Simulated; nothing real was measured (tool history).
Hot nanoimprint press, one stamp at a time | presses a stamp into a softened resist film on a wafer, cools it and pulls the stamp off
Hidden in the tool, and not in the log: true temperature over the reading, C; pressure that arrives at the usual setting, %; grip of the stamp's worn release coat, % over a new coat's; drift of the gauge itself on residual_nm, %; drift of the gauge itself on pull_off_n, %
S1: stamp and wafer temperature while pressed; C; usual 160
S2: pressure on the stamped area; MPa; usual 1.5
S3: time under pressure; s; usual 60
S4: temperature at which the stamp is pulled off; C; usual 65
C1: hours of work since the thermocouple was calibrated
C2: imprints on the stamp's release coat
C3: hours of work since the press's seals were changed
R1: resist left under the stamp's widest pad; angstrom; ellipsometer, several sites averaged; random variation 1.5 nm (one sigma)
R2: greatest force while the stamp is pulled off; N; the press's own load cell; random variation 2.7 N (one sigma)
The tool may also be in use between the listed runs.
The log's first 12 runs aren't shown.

| run | day | S1 | S2 | S3 | S4 | C1 | C2 | C3 | R1 | R2 |
|---|---|---|---|---|---|---|---|---|---|---|
| 13 | 12.312 | 160 | 1.5 | 60 | 64 | 261 | 1727 | 578 | 2523 | 170 |
| 14 | 13.288 | 160 | 1.5 | 60 | 65 | 270 | 1790 | 587 | 2544 | 168 |
|  | 14.588 | plate thermocouple calibrated |
| 15 | 14.721 | 160 | 1.5 | 60 | 65 | 1 | 1874 | 600 | 2441 | 165 |
|  | 15.325 | stamp cleaned and given a new release coat |
| 16 | 16.225 | 160 | 1.5 | 60 | 65 | 13 | 58 | 612 | 2470 | 127 |
| 17 | 17.204 | 160 | 1.59 | 51 | 60 | 23 | 121 | 621 | 2519 | 135 |
| 18 | 17.908 | 160 | 1.5 | 60 | 66 | 30 | 166 | 628 | 2472 | 129 |
| 19 | 18.667 | 160 | 2.02 | 60 | 60 | 37 | 214 | 636 | 2108 | 138 |
| 20 | 19.954 | 160 | 2.02 | 60 | 60 | 50 | 297 | 648 | 2122 | 150 |
| 21 | 21.012 | 160 | 2.02 | 33 | 61 | 60 | 365 | 658 | 2603 | 144 |
| 22 | 22.125 | 160 | 1.22 | 113 | 56 | 71 | 436 | 669 | 2233 | 163 |
| 23 | 22.983 | 160 | 1.22 | 113 | 56 | 79 | 491 | 677 | 2250 | 166 |
| 24 | 24.008 | 163 | 1.88 | 60 | 65 | 89 | 556 | 687 | 1875 | 137 |
| 25 | 24.85 | 163 | 1.59 | 37 | 65 | 97 | 610 | 695 | 2426 | 140 |
| 26 | 25.779 | 164 | 1.42 | 47 | 58 | 106 | 670 | 704 | 2243 | 156 |
| 27 | 26.592 | 170 | 1.32 | 50 | 57 | 114 | 722 | 712 | 1682 | 159 |
| 28 | 27.254 | 168 | 1.31 | 96 | 65 | 120 | 765 | 719 | 1487 | 147 |
| 29 | 28.129 | 160 | 1.35 | 30 | 65 | 129 | 821 | 727 | 3247 | 148 |
| 30 | 29.004 | 164 | 1.24 | 30 | 65 | 137 | 877 | 736 | 2824 | 146 |

4 ways to go on from here, each from the tool as it stands after run 30. What would each give?
| A | 29.783 | 160 | 1.5 | 98 | 73 | 145 | 927 | 743 | ? | ? |
| B | 29.783 | 163 | 1.24 | 30 | 65 | 145 | 927 | 743 | ? | ? |
| C | 29.783 | 157 | 0.91 | 60 | 65 | 145 | 927 | 743 | ? | ? |
| D | 29.783 | 160 | 1.94 | 60 | 55 | 145 | 927 | 743 | ? | ? |

| run | R1 | R2 |
|---|---|---|
| A | 2139 | 129 |
| B | 2953 | 145 |
| C | 3546 | 146 |
| D | 2214 | 179 |
Without the tool's hidden state the same runs would have given:
| run | R1 | R2 |
|---|---|---|
| A | 2071 | 109 |
| B | 2881 | 122 |
| C | 3480 | 123 |
| D | 2137 | 152 |
